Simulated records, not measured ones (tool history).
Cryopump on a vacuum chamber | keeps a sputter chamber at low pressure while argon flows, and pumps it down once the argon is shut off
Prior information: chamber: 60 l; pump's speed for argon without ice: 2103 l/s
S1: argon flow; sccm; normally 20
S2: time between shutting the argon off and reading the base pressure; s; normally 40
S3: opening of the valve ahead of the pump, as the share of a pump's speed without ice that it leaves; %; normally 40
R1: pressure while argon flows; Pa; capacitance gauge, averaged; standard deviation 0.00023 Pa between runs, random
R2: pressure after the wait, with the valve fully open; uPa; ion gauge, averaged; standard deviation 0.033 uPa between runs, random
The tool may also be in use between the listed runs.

Run 1, hour 0: usual settings. Result: R1 0.0409 Pa, R2 2.01 uPa.
Run 2, hour 11.2: usual settings but S1 10 sccm. Result: R1 0.0205 Pa, R2 2.03 uPa.
Run 3, hour 27: usual settings but S2 124 s. Result: R1 0.0418 Pa, R2 0.91 uPa.
Run 4, hour 35.8: usual settings. Result: R1 0.0417 Pa, R2 2.02 uPa.
Run 5, hour 51.6: usual settings but S3 27 %. Result: R1 0.0614 Pa, R2 2.02 uPa.
Run 6, hour 66.3: usual settings but S1 19 sccm. Result: R1 0.0397 Pa, R2 2.09 uPa.
Run 7, hour 78.2: usual settings but S2 35 s. Result: R1 0.042 Pa, R2 2.25 uPa.
Run 8, hour 86.3: usual settings but S2 35 s. Result: R1 0.0418 Pa, R2 2.3 uPa.
Run 9, hour 102.2: usual settings. Result: R1 0.042 Pa, R2 2.04 uPa.
Run 10, hour 114.7: usual settings but S1 11 sccm. Result: R1 0.023 Pa, R2 2.12 uPa.
Run 11, hour 121.7: usual settings but S1 11 sccm. Result: R1 0.0231 Pa, R2 2 uPa.
Run 12, hour 134.6: usual settings but S3 44 %. Result: R1 0.0385 Pa, R2 2.05 uPa.
Run 13, hour 151.2: usual settings. Result: R1 0.042 Pa, R2 2.11 uPa.
Run 14, hour 167.4: usual settings but S2 44 s. Result: R1 0.042 Pa, R2 1.91 uPa.
Run 15, hour 181.3: usual settings but S2 61 s. Result: R1 0.0425 Pa, R2 1.55 uPa.

Run 16 has not been measured yet. What should we expect?
Run 16, hour 198.4: usual settings but S2 61 s. Result: R1 ?, R2 ?.

{"run 16": {"R1": 0.042, "R2": 1.52}}
Take away the tool's hidden state, keep the run-to-run variation as it was, and the same run would have given R1 0.0399 Pa, R2 1.19 uPa.

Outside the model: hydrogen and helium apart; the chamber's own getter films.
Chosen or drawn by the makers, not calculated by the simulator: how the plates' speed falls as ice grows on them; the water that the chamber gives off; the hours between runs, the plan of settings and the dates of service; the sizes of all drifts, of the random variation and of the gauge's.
